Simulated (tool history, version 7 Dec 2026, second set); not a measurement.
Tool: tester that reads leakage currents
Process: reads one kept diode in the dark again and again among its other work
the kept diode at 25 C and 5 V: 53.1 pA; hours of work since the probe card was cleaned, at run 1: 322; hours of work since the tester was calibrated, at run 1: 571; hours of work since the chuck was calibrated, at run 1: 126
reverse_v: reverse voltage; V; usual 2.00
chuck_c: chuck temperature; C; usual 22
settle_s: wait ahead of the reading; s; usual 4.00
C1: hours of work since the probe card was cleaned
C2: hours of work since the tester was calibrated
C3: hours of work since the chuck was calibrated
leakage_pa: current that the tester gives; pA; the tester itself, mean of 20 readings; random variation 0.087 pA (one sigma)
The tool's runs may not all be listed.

Run 1, day 0.000: usual settings; C1 322; C2 571; C3 126. Result: leakage_pa 23.56 pA.
Run 2, day 2.925: usual settings; C1 370; C2 618; C3 173. Result: leakage_pa 23.58 pA.
Run 3, day 5.533: usual settings; C1 412; C2 661; C3 216. Result: leakage_pa 23.58 pA.
Run 4, day 8.262: usual settings but reverse_v 1.20 V; C1 456; C2 705; C3 260. Result: leakage_pa 17.55 pA.
Run 5, day 9.792: usual settings but reverse_v 1.20 V; C1 481; C2 730; C3 284. Result: leakage_pa 17.59 pA.
Run 6, day 11.512: usual settings but reverse_v 3.75 V; C1 509; C2 757; C3 312. Result: leakage_pa 34.10 pA.
Run 7, day 14.133: usual settings but reverse_v 3.75 V; C1 551; C2 800; C3 355. Result: leakage_pa 34.02 pA.
Run 8, day 15.629: usual settings; C1 575; C2 824; C3 379. Result: leakage_pa 23.56 pA.
Run 9, day 17.567: usual settings; C1 607; C2 855; C3 410. Result: leakage_pa 23.43 pA.
Run 10, day 19.158: usual settings; C1 632; C2 881; C3 436. Result: leakage_pa 23.46 pA.
Run 11, day 20.458: usual settings; C1 654; C2 902; C3 457. Result: leakage_pa 23.74 pA.
Run 12, day 21.817: usual settings; C1 676; C2 924; C3 479. Result: leakage_pa 23.56 pA.
Run 13, day 23.167: usual settings; C1 697; C2 946; C3 501. Result: leakage_pa 23.53 pA.
Run 14, day 24.758: usual settings but settle_s 4.30 s; C1 723; C2 972; C3 527. Result: leakage_pa 23.42 pA.
Run 15, day 26.033: usual settings but settle_s 4.30 s; C1 744; C2 992; C3 547. Result: leakage_pa 23.46 pA.
Run 16, day 28.054: usual settings but settle_s 4.30 s; C1 776; C2 1025; C3 580. Result: leakage_pa 23.55 pA.
Run 17, day 29.429: usual settings but settle_s 3.99 s; C1 799; C2 1047; C3 602. Result: leakage_pa 23.66 pA.
Run 18, day 30.988: usual settings but settle_s 3.99 s; C1 824; C2 1073; C3 628. Result: leakage_pa 23.44 pA.
Run 19, day 33.183: usual settings but chuck_c 30 C, settle_s 3.99 s; C1 859; C2 1108; C3 663. Result: leakage_pa 49.98 pA.
Run 20, day 35.421: usual settings but chuck_c 30 C, settle_s 3.99 s; C1 896; C2 1144; C3 699. Result: leakage_pa 50.09 pA.
Run 21, day 37.854: usual settings but chuck_c 30 C, settle_s 3.99 s; C1 935; C2 1184; C3 739. Result: leakage_pa 50.04 pA.
Run 22, day 39.433: usual settings but chuck_c 20 C, settle_s 0.76 s; C1 961; C2 1209; C3 764. Result: leakage_pa 19.95 pA.
Run 23, day 42.288: usual settings but chuck_c 20 C, settle_s 0.76 s; C1 1007; C2 1256; C3 810. Result: leakage_pa 20.08 pA.
Run 24, day 44.971: usual settings but reverse_v 18.14 V, chuck_c 20 C, settle_s 0.85 s; C1 1050; C2 1299; C3 854. Result: leakage_pa 75.69 pA.
Run 25, day 46.792: usual settings but reverse_v 1.64 V, chuck_c 20 C, settle_s 0.85 s; C1 1080; C2 1328; C3 883. Result: leakage_pa 17.74 pA.
Run 26, day 48.392: usual settings but chuck_c 27 C, settle_s 0.89 s; C1 1106; C2 1354; C3 909. Result: leakage_pa 38.25 pA.
Run 27, day 50.838: usual settings but chuck_c 48 C, settle_s 5.70 s; C1 1145; C2 1394; C3 949. Result: leakage_pa 237.60 pA.
Run 28, day 52.238: usual settings; C1 1168; C2 1417; C3 972. Result: leakage_pa 23.61 pA.
Run 29, day 54.562: usual settings; C1 1206; C2 1454; C3 1009. Result: leakage_pa 23.47 pA.
Run 30, day 56.671: usual settings but reverse_v 10.30 V, chuck_c 57 C, settle_s 1.72 s; C1 1240; C2 1488; C3 1043. Result: leakage_pa 1260.24 pA.
Run 31, day 59.058: usual settings but reverse_v 10.30 V, chuck_c 25 C, settle_s 1.72 s; C1 1278; C2 1527; C3 1082. Result: leakage_pa 82.74 pA.
Run 32, day 60.912: usual settings but reverse_v 10.30 V, chuck_c 25 C, settle_s 1.72 s; C1 1308; C2 1557; C3 1112. Result: leakage_pa 83.17 pA.
Run 33, day 63.000: usual settings but reverse_v 18.71 V, chuck_c 25 C, settle_s 4.01 s; C1 1342; C2 1591; C3 1146. Result: leakage_pa 115.41 pA.
Run 34, day 65.729: usual settings but chuck_c 48 C; C1 1386; C2 1635; C3 1190. Result: leakage_pa 236.90 pA.
Run 35, day 67.029: usual settings but chuck_c 48 C; C1 1407; C2 1656; C3 1211. Result: leakage_pa 235.86 pA.
Run 36, day 68.800: usual settings but chuck_c 48 C; C1 1436; C2 1685; C3 1240. Result: leakage_pa 237.51 pA.
At day 69.083: chuck's temperature calibrated.
Run 37, day 71.242: usual settings but reverse_v 9.30 V, settle_s 4.29 s; C1 1474; C2 1723; C3 35. Result: leakage_pa 57.86 pA.
Run 38, day 73.092: usual settings but reverse_v 1.08 V, chuck_c 29 C, settle_s 1.21 s; C1 1504; C2 1753; C3 65. Result: leakage_pa 32.16 pA.
Run 39, day 74.438: usual settings but reverse_v 1.08 V, chuck_c 29 C, settle_s 1.21 s; C1 1526; C2 1775; C3 87. Result: leakage_pa 32.02 pA.
Run 40, day 75.700: usual settings but reverse_v 3.62 V, chuck_c 24 C, settle_s 6.02 s; C1 1546; C2 1795; C3 107. Result: leakage_pa 40.02 pA.

Forecast each of these 4 alternatives for the next run:
Run A, day 77.429: usual settings but reverse_v 1.23 V, settle_s 5.84 s; C1 1574; C2 1823; C3 135. Result: leakage_pa ?.
Run B, day 77.429: usual settings but reverse_v 7.38 V, chuck_c 46 C, settle_s 7.66 s; C1 1574; C2 1823; C3 135. Result: leakage_pa ?.
Run C, day 77.429: usual settings but reverse_v 11.55 V, chuck_c 33 C, settle_s 6.02 s; C1 1574; C2 1823; C3 135. Result: leakage_pa ?.
Run D, day 77.429: usual settings but reverse_v 3.31 V, chuck_c 45 C, settle_s 0.37 s; C1 1574; C2 1823; C3 135. Result: leakage_pa ?.

run  leakage_pa
  A       17.76
  B      427.26
  C      181.73
  D      249.05
Without the tool's hidden state the same runs would have given:
run  leakage_pa
  A       17.76
  B      427.27
  C      181.71
  D      249.06

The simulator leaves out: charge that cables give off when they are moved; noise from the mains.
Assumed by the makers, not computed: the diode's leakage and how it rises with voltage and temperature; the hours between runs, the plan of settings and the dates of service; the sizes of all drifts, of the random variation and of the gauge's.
